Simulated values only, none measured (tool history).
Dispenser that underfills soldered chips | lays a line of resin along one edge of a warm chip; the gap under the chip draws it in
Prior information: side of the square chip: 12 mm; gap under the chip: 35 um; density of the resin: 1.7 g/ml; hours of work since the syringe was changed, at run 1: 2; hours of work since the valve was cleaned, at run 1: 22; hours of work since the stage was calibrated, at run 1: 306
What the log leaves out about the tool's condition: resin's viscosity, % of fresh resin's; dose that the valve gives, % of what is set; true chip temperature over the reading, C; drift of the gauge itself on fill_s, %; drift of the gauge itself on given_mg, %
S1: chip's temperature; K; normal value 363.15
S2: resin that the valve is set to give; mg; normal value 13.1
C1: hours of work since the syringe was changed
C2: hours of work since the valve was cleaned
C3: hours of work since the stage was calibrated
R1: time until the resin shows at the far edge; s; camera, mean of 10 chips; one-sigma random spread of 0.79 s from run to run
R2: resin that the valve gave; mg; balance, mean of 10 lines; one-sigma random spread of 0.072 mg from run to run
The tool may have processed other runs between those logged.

run	hour	S1	S2	C1	C2	C3	R1	R2
1	0	363.15	13.1	2	22	306	74.4	13
2	6.5	375.15	13.1	6	26	310	63.4	12.88
# hour 13.4: new syringe of resin
3	18.8	368.15	13.1	4	34	318	69.8	12.96
# hour 28.7: new syringe of resin
4	32.1	368.15	13.1	2	43	327	64.8	12.73
5	41.3	368.15	13.1	8	49	333	92.3	12.57
# hour 44.6: new syringe of resin
6	52.7	368.15	13.1	5	56	340	76.1	12.65
# hour 59.9: new syringe of resin
7	63.2	363.15	12.9	2	63	347	77.2	12.33
8	69.8	362.15	11.3	7	67	352	104.4	10.8
# hour 76.2: new syringe of resin
9	82.3	363.15	16.1	4	76	360	84.2	15.32
# hour 92.1: new syringe of resin
10	92.9	372.15	15.3	1	82	367	50.8	14.49
11	105	372.15	15.3	9	91	375	77.5	14.32

Measured result minus the same run's result without the hidden state. Both carry the same run-to-run variation, though not necessarily the same gauge scatter:
run	R1	R2
1	+0.6	-0.21
2	+14.1	-0.24
3	+6.4	-0.32
4	+3	-0.39
5	+29.6	-0.45
6	+14.5	-0.51
7	+3.2	-0.56
8	+26.2	-0.52
9	+10	-0.83
10	-3.5	-0.87
11	+24.1	-0.94
